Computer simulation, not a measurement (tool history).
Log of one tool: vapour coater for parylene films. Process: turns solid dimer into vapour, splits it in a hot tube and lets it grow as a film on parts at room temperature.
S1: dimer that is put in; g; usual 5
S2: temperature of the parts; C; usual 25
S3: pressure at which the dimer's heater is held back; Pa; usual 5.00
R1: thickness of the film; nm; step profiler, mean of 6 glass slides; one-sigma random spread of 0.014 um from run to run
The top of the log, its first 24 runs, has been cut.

| run | day | S1 | S2 | S3 | R1 |
|---|---|---|---|---|---|
| 25 | 22.492 | 7 | 22 | 7.19 | 1510 |
| 26 | 23.075 | 7 | 22 | 7.19 | 1490 |
| 27 | 23.725 | 5 | 20 | 3.90 | 1300 |
| 28 | 24.879 | 5 | 20 | 7.95 | 1110 |
| 29 | 25.633 | 5 | 20 | 7.95 | 1090 |
| 30 | 26.633 | 5 | 31 | 5.00 | 850 |
| 31 | 27.383 | 5 | 31 | 5.00 | 860 |
| 32 | 28.354 | 5 | 33 | 2.78 | 920 |
| 33 | 29.571 | 5 | 25 | 5.89 | 1030 |
| 34 | 30.804 | 6 | 20 | 5.00 | 1490 |
| 35 | 31.575 | 4 | 17 | 4.45 | 1110 |

What if the next run were any one of these 5? Each begins from the tool's condition after run 35:
| A | 32.696 | 5 | 22 | 5.00 | ? |
| B | 32.696 | 4 | 28 | 3.97 | ? |
| C | 32.696 | 6 | 17 | 4.45 | ? |
| D | 32.696 | 4 | 36 | 8.21 | ? |
| E | 32.696 | 3 | 21 | 8.36 | ? |

| run | R1 |
|---|---|
| A | 1140 |
| B | 800 |
| C | 1690 |
| D | 530 |
| E | 640 |
With the hidden condition removed and each run's random variation left untouched, the same runs would have given:
| run | R1 |
|---|---|
| A | 1150 |
| B | 800 |
| C | 1700 |
| D | 530 |
| E | 640 |
